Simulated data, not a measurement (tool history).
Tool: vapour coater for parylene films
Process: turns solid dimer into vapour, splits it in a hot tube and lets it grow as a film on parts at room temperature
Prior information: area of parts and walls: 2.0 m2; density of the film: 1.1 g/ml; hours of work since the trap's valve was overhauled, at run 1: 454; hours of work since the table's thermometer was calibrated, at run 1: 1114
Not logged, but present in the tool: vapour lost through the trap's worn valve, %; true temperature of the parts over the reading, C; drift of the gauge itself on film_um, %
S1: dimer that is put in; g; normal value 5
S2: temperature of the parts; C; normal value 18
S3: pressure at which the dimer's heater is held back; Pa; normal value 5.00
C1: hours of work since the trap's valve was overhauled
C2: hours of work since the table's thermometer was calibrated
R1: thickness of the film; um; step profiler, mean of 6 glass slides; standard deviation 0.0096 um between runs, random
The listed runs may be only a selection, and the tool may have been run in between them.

Run 1, hour 0.0: usual settings; C1 454; C2 1114. Result: R1 1.033 um.
Run 2, hour 41.2: usual settings but S2 29 C; C1 491; C2 1150. Result: R1 0.807 um.
Run 3, hour 93.5: usual settings but S1 3 g; C1 537; C2 1197. Result: R1 0.616 um.
Run 4, hour 167.2: usual settings; C1 602; C2 1262. Result: R1 1.028 um.
At hour 205.5: trap's valve overhauled.
Run 5, hour 226.7: usual settings; C1 19; C2 1311. Result: R1 1.013 um.
At hour 260.8: table's thermometer calibrated.
Run 6, hour 272.9: usual settings but S3 2.51 Pa; C1 59; C2 11. Result: R1 1.141 um.
Run 7, hour 312.8: usual settings; C1 94; C2 46. Result: R1 1.012 um.
Run 8, hour 381.5: usual settings; C1 155; C2 107. Result: R1 1.000 um.
Run 9, hour 433.6: usual settings; C1 201; C2 153. Result: R1 1.013 um.
Run 10, hour 492.4: usual settings but S3 2.53 Pa; C1 253; C2 205. Result: R1 1.128 um.
Run 11, hour 568.8: usual settings but S3 2.92 Pa; C1 320; C2 272. Result: R1 1.086 um.
At hour 590.0: trap's valve overhauled, once more.
Run 12, hour 636.0: usual settings but S3 7.04 Pa; C1 41; C2 328. Result: R1 1.023 um.
Run 13, hour 684.4: usual settings but S3 7.04 Pa; C1 84; C2 371. Result: R1 1.006 um.
Run 14, hour 748.3: usual settings but S3 7.04 Pa; C1 140; C2 428. Result: R1 1.030 um.
Run 15, hour 804.2: usual settings; C1 189; C2 477. Result: R1 1.065 um.
Run 16, hour 891.2: usual settings; C1 266; C2 554. Result: R1 1.046 um.
Run 17, hour 963.2: usual settings; C1 330; C2 618. Result: R1 1.042 um.
Run 18, hour 1002.0: usual settings; C1 364; C2 652. Result: R1 1.038 um.
Run 19, hour 1081.7: usual settings but S1 2 g, S2 24 C, S3 9.97 Pa; C1 435; C2 723. Result: R1 0.324 um.
Run 20, hour 1161.1: usual settings but S1 3 g; C1 505; C2 793. Result: R1 0.637 um.
Run 21, hour 1245.9: usual settings but S1 3 g; C1 580; C2 868. Result: R1 0.616 um.
Run 22, hour 1300.7: usual settings but S1 3 g; C1 629; C2 916. Result: R1 0.596 um.
At hour 1310.8: trap's valve overhauled.
Run 23, hour 1345.0: usual settings but S1 3 g, S2 12 C; C1 30; C2 952. Result: R1 0.740 um.
Run 24, hour 1411.6: usual settings but S1 3 g, S2 12 C; C1 89; C2 1011. Result: R1 0.734 um.
Run 25, hour 1475.1: usual settings but S1 3 g, S2 12 C; C1 145; C2 1067. Result: R1 0.735 um.
Run 26, hour 1515.6: usual settings but S1 2 g; C1 181; C2 1103. Result: R1 0.434 um.
Run 27, hour 1567.8: usual settings but S2 23 C, S3 5.43 Pa; C1 227; C2 1149. Result: R1 0.943 um.
Run 28, hour 1629.9: usual settings but S2 11 C, S3 6.86 Pa; C1 282; C2 1204. Result: R1 1.185 um.
Run 29, hour 1695.6: usual settings but S1 6 g, S3 9.63 Pa; C1 340; C2 1262. Result: R1 1.118 um.
Run 30, hour 1778.6: usual settings but S1 4 g, S3 5.51 Pa; C1 414; C2 1335. Result: R1 0.819 um.
At hour 1787.6: table's thermometer calibrated.
Run 31, hour 1834.1: usual settings but S2 13 C, S3 2.30 Pa; C1 462; C2 41. Result: R1 1.365 um.
Run 32, hour 1893.5: usual settings but S2 13 C, S3 2.30 Pa; C1 515; C2 94. Result: R1 1.349 um.
Run 33, hour 1937.6: usual settings but S2 12 C, S3 9.95 Pa; C1 554; C2 133. Result: R1 1.077 um.

Forecast each of these 5 alternatives for the next run:
Run A, hour 2022.5: usual settings but S1 9 g, S2 23 C, S3 7.13 Pa; C1 629; C2 208. Result: R1 ?.
Run B, hour 2022.5: usual settings but S2 12 C, S3 9.95 Pa; C1 629; C2 208. Result: R1 ?.
Run C, hour 2022.5: usual settings but S2 27 C; C1 629; C2 208. Result: R1 ?.
Run D, hour 2022.5: usual settings but S2 12 C, S3 8.19 Pa; C1 629; C2 208. Result: R1 ?.
Run E, hour 2022.5: usual settings but S1 3 g, S2 26 C, S3 3.33 Pa; C1 629; C2 208. Result: R1 ?.

run     R1
  A  1.594
  B  1.048
  C  0.850
  D  1.104
  E  0.557
Had the tool no hidden state, the same runs would have come out as:
run     R1
  A  1.677
  B  1.104
  C  0.895
  D  1.162
  E  0.587
